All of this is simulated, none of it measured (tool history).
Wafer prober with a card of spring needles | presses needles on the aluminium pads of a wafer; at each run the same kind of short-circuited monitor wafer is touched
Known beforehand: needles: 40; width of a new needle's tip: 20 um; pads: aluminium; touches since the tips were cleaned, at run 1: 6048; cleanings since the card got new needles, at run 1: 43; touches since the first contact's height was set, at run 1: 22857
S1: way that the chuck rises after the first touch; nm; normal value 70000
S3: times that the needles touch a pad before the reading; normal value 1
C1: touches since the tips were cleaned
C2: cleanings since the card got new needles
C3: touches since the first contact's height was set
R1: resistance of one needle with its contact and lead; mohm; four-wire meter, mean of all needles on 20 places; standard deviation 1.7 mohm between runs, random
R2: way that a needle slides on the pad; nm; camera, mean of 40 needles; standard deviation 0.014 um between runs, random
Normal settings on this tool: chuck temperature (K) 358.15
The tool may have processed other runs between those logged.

run 1 hour=0.0 | S1=70000 chuck_temperature_(K)=358.15 S3=1 | C1=6048 C2=43 C3=22857 | R1=235 R2=8730
-- hour=2.3 tips cleaned on abrasive film
-- hour=17.9 tips cleaned on abrasive film
run 2 hour=24.6 | S1=70000 chuck_temperature_(K)=358.15 S3=1 | C1=2670 C2=45 C3=32601 | R1=229 R2=8720
-- hour=34.6 tips cleaned on abrasive film
run 3 hour=47.6 | S1=70000 chuck_temperature_(K)=358.15 S3=1 | C1=5196 C2=46 C3=41748 | R1=236 R2=8720
-- hour=51.7 tips cleaned on abrasive film
run 4 hour=64.5 | S1=70000 chuck_temperature_(K)=358.15 S3=1 | C1=5127 C2=47 C3=48463 | R1=235 R2=8690
-- hour=68.6 tips cleaned on abrasive film
run 5 hour=82.9 | S1=65000 chuck_temperature_(K)=358.15 S3=1 | C1=5717 C2=48 C3=55772 | R1=251 R2=8050
-- hour=84.3 tips cleaned on abrasive film
-- hour=100.0 tips cleaned on abrasive film
run 6 hour=102.6 | S1=65000 chuck_temperature_(K)=358.15 S3=1 | C1=1026 C2=50 C3=63544 | R1=213 R2=8010
-- hour=115.5 tips cleaned on abrasive film
run 7 hour=125.1 | S1=70000 chuck_temperature_(K)=358.15 S3=1 | C1=3854 C2=51 C3=72503 | R1=230 R2=8610
-- hour=132.2 tips cleaned on abrasive film
run 8 hour=135.6 | S1=70000 chuck_temperature_(K)=358.15 S3=1 | C1=1357 C2=52 C3=76627 | R1=214 R2=8610
-- hour=148.8 tips cleaned on abrasive film
run 9 hour=153.5 | S1=53000 chuck_temperature_(K)=358.15 S3=1 | C1=1851 C2=53 C3=83734 | R1=262 R2=6470
-- hour=165.2 tips cleaned on abrasive film
run 10 hour=176.0 | S1=70000 chuck_temperature_(K)=358.15 S3=1 | C1=4316 C2=54 C3=92686 | R1=243 R2=8570
-- hour=181.4 tips cleaned on abrasive film
-- hour=183.8 height of the first contact set anew
-- hour=197.2 tips cleaned on abrasive film
run 11 hour=200.8 | S1=70000 chuck_temperature_(K)=358.15 S3=1 | C1=1443 C2=56 C3=6729 | R1=217 R2=8760
-- hour=213.7 tips cleaned on abrasive film
run 12 hour=213.7 | S1=70000 chuck_temperature_(K)=358.15 S3=1 | C1=0 C2=57 C3=11839 | R1=175 R2=8760
run 13 hour=227.7 | S1=70000 chuck_temperature_(K)=358.15 S3=1 | C1=5574 C2=57 C3=17413 | R1=237 R2=8750
-- hour=229.9 tips cleaned on abrasive film
-- hour=246.3 tips cleaned on abrasive film
run 14 hour=252.2 | S1=70000 chuck_temperature_(K)=358.15 S3=1 | C1=2367 C2=59 C3=27130 | R1=227 R2=8720
-- hour=261.8 tips cleaned on abrasive film
run 15 hour=263.5 | S1=70000 chuck_temperature_(K)=313.15 S3=1 | C1=676 C2=60 C3=31594 | R1=190 R2=8700
-- hour=278.5 tips cleaned on abrasive film
run 16 hour=281.7 | S1=70000 chuck_temperature_(K)=321.15 S3=2 | C1=1277 C2=61 C3=38821 | R1=185 R2=8700
-- hour=295.0 tips cleaned on abrasive film
run 17 hour=296.2 | S1=57000 chuck_temperature_(K)=321.15 S3=2 | C1=477 C2=62 C3=44596 | R1=186 R2=7030
run 18 hour=306.8 | S1=57000 chuck_temperature_(K)=321.15 S3=2 | C1=4710 C2=62 C3=48829 | R1=228 R2=7020
-- hour=311.0 tips cleaned on abrasive film
-- hour=326.5 tips cleaned on abrasive film
run 19 hour=328.5 | S1=58000 chuck_temperature_(K)=328.15 S3=1 | C1=777 C2=64 C3=57378 | R1=207 R2=7140
-- hour=342.4 tips cleaned on abrasive film
run 20 hour=350.4 | S1=58000 chuck_temperature_(K)=310.15 S3=2 | C1=3166 C2=65 C3=66086 | R1=219 R2=7130
-- hour=358.5 tips cleaned on abrasive film
run 21 hour=365.9 | S1=61000 chuck_temperature_(K)=355.15 S3=1 | C1=2962 C2=66 C3=72245 | R1=253 R2=7510
-- hour=374.3 tips cleaned on abrasive film
run 22 hour=383.8 | S1=62000 chuck_temperature_(K)=379.15 S3=1 | C1=3794 C2=67 C3=79358 | R1=258 R2=7620
-- hour=390.8 tips cleaned on abrasive film
-- hour=407.0 tips cleaned on abrasive film
run 23 hour=407.0 | S1=78000 chuck_temperature_(K)=358.15 S3=3 | C1=0 C2=69 C3=88549 | R1=171 R2=9590
run 24 hour=418.7 | S1=70000 chuck_temperature_(K)=299.15 S3=1 | C1=4661 C2=69 C3=93210 | R1=236 R2=8590
-- hour=423.0 tips cleaned on abrasive film
-- hour=425.2 height of the first contact set anew
run 25 hour=431.0 | S1=60000 chuck_temperature_(K)=299.15 S3=1 | C1=3089 C2=70 C3=2333 | R1=247 R2=7520
-- hour=439.9 tips cleaned on abrasive film
run 26 hour=443.5 | S1=60000 chuck_temperature_(K)=299.15 S3=1 | C1=1454 C2=71 C3=7267 | R1=229 R2=7500
-- hour=455.5 tips cleaned on abrasive film
run 27 hour=466.9 | S1=70000 chuck_temperature_(K)=300.15 S3=1 | C1=4543 C2=72 C3=16572 | R1=235 R2=8730
-- hour=471.7 tips cleaned on abrasive film
run 28 hour=485.8 | S1=70000 chuck_temperature_(K)=300.15 S3=1 | C1=5644 C2=73 C3=24091 | R1=241 R2=8740
-- hour=487.3 tips cleaned on abrasive film
-- hour=503.0 tips cleaned on abrasive film
run 29 hour=504.4 | S1=74000 chuck_temperature_(K)=300.15 S3=2 | C1=584 C2=75 C3=31432 | R1=176 R2=9200

For some of the steps in R1 from one run to the next: how much would appear even if the tool had no hidden state, given the settings, what came in and random variation, and how much remains for the hidden state plus any gauge scatter that the measured result and the result without hidden state don't share?
The hidden state here: debris on the tips, nm; way that the needles fall short of the set height, um; tips' diameter, um; drift of the gauge itself on contact_mohm, %; drift of the gauge itself on scrub_um, %.
Run 22 -> 23: S1 62000 -> 78000, chuck temperature (K) 379.15 -> 358.15, S3 1 -> 3, tips cleaned on abrasive film, tips cleaned on abrasive film. R1 -87 mohm: hidden state -79, all else -8.
Run 23 -> 24: S1 78000 -> 70000, chuck temperature (K) 358.15 -> 299.15, S3 3 -> 1. R1 +65 mohm: hidden state +77, all else -12.

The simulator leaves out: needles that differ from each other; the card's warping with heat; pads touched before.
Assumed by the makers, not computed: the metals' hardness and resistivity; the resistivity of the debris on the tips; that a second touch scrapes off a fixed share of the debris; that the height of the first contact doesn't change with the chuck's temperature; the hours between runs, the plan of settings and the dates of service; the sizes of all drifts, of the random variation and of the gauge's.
